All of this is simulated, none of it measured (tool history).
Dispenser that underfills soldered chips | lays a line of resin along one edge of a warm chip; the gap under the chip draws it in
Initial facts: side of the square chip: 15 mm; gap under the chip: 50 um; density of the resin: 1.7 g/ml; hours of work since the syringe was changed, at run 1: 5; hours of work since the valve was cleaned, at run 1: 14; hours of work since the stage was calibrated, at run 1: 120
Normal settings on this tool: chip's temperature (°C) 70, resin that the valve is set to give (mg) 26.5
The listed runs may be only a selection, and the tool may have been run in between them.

| run | day | chip's temperature (°C) | resin that the valve is set to give (mg) | hours of work since the syringe was changed | hours of work since the valve was cleaned | hours of work since the stage was calibrated | time until the resin shows at the far edge (s) | resin that the valve gave (mg) |
|---|---|---|---|---|---|---|---|---|
| 1 | 0.000 | 70 | 26.5 | 5 | 14 | 120 | 234.1 | 26.37 |
|  | 0.108 | new syringe of resin |
| 2 | 0.425 | 70 | 26.5 | 6 | 21 | 127 | 236.1 | 26.22 |
|  | 0.533 | new syringe of resin |
| 3 | 0.854 | 85 | 26.5 | 6 | 29 | 134 | 107.7 | 26.26 |
|  | 0.925 | new syringe of resin |
|  | 1.317 | new syringe of resin |
| 4 | 1.338 | 70 | 25.5 | 0 | 37 | 143 | 171.6 | 25.18 |
|  | 1.725 | new syringe of resin |
| 5 | 1.825 | 70 | 25.5 | 2 | 45 | 151 | 182.3 | 25.13 |
|  | 1.904 | dispensing valve cleaned and set on the balance |
| 6 | 2.092 | 70 | 25.5 | 6 | 3 | 155 | 233.0 | 25.51 |
|  | 2.192 | new syringe of resin |
| 7 | 2.304 | 70 | 34.4 | 2 | 7 | 159 | 180.1 | 34.38 |
|  | 2.612 | new syringe of resin |
| 8 | 2.788 | 70 | 34.4 | 3 | 15 | 167 | 192.6 | 34.26 |
|  | 3.017 | new syringe of resin |
| 9 | 3.188 | 70 | 34.4 | 3 | 22 | 174 | 191.3 | 34.05 |
|  | 3.433 | new syringe of resin |
| 10 | 3.675 | 70 | 34.4 | 4 | 31 | 183 | 206.7 | 34.02 |
|  | 3.850 | new syringe of resin |
| 11 | 4.096 | 74 | 26.2 | 4 | 38 | 190 | 174.8 | 25.75 |
|  | 4.238 | new syringe of resin |
|  | 4.571 | dispensing valve cleaned and set on the balance |
| 12 | 4.600 | 75 | 29.3 | 6 | 0 | 198 | 174.1 | 29.21 |
|  | 4.679 | new syringe of resin |
|  | 5.079 | new syringe of resin |
| 13 | 5.088 | 75 | 29.3 | 0 | 9 | 206 | 122.1 | 29.10 |
|  | 5.504 | new syringe of resin |
| 14 | 5.583 | 69 | 24.2 | 1 | 17 | 215 | 188.5 | 23.93 |

For each run, the measured value with the value that run would have given without the tool's hidden condition subtracted. The run-to-run variation is shared by both, the gauge scatter possibly not:
Unlogged tool condition in this case: resin's viscosity, % of fresh resin's; dose that the valve gives, % of what is set; true chip temperature over the reading, C; drift of the gauge itself on fill_s, %; drift of the gauge itself on given_mg, %.
| run | time until the resin shows at the far edge (s) | resin that the valve gave (mg) |
|---|---|---|
| 1 | +61.6 | -0.14 |
| 2 | +62.9 | -0.21 |
| 3 | +28.0 | -0.29 |
| 4 | -3.1 | -0.35 |
| 5 | +11.2 | -0.42 |
| 6 | +61.9 | -0.01 |
| 7 | +12.8 | -0.06 |
| 8 | +25.9 | -0.16 |
| 9 | +23.0 | -0.27 |
| 10 | +40.2 | -0.39 |
| 11 | +36.5 | -0.36 |
| 12 | +43.3 | -0.10 |
| 13 | -7.9 | -0.20 |
| 14 | +4.7 | -0.24 |
